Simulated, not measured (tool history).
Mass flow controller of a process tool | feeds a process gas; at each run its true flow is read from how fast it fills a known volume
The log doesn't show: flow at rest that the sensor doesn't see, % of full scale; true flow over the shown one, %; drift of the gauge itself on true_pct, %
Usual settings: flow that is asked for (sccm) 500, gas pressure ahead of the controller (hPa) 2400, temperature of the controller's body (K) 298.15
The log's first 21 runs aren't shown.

run      day  flow that is asked for (sccm)  gas pressure ahead of the controller (hPa)  temperature of the controller's body (K)  hours of work since the controller was set to zero  hours of work since the controller was changed  true flow (%)
 22  151.404                            264                                        2290                                    311.15                                                1704                                            6203          96.45
 23  161.950                            264                                        2290                                    311.15                                                1834                                            6333          96.40
 24  172.208                            500                                        2380                                    296.15                                                1960                                            6460          94.83
 25  177.342                            951                                        1430                                    304.15                                                2024                                            6523          95.62
 26  183.183                            500                                        2610                                    307.15                                                2095                                            6595          95.98
 27  188.200                            500                                        2400                                    304.15                                                2157                                            6657          95.61
 28  193.108                            207                                        2400                                    297.15                                                2218                                            6717          95.26
     199.150  -- controller exchanged for a calibrated one
 29  203.296                            605                                        2070                                    297.15                                                  51                                              51          98.97
 30  209.446                            239                                        2260                                    293.15                                                 127                                             127          97.97
 31  216.933                            965                                        2020                                    298.15                                                 219                                             219          99.80
 32  226.150                            120                                        2140                                    298.15                                                 333                                             333          98.66
 33  234.892                            120                                        2140                                    298.15                                                 440                                             440          98.56
 34  244.471                            120                                        2140                                    298.15                                                 558                                             558          98.63
 35  253.446                            120                                        2140                                    298.15                                                 669                                             669          98.65
 36  258.408                            147                                        2400                                    311.15                                                 730                                             730         100.15
 37  264.829                            147                                        2400                                    311.15                                                 809                                             809         100.04
 38  270.042                            752                                        2400                                    301.15                                                 874                                             874          99.54

5 ways to go on from here, each from the tool as it stands after run 38. What would each give?
  A  276.742                            385                                        2400                                    301.15                                                 956                                             956              ?
  B  276.742                            777                                        1550                                    298.15                                                 956                                             956              ?
  C  276.742                            707                                        2400                                    311.15                                                 956                                             956              ?
  D  276.742                            530                                        1450                                    311.15                                                 956                                             956              ?
  E  276.742                            180                                        1400                                    299.15                                                 956                                             956              ?

run  true flow (%)
  A          98.80
  B          98.71
  C         100.35
  D          99.57
  E          98.29
Without the tool's hidden state the same runs would have given:
run  true flow (%)
  A          99.14
  B          99.27
  C         100.89
  D         100.03
  E          98.14
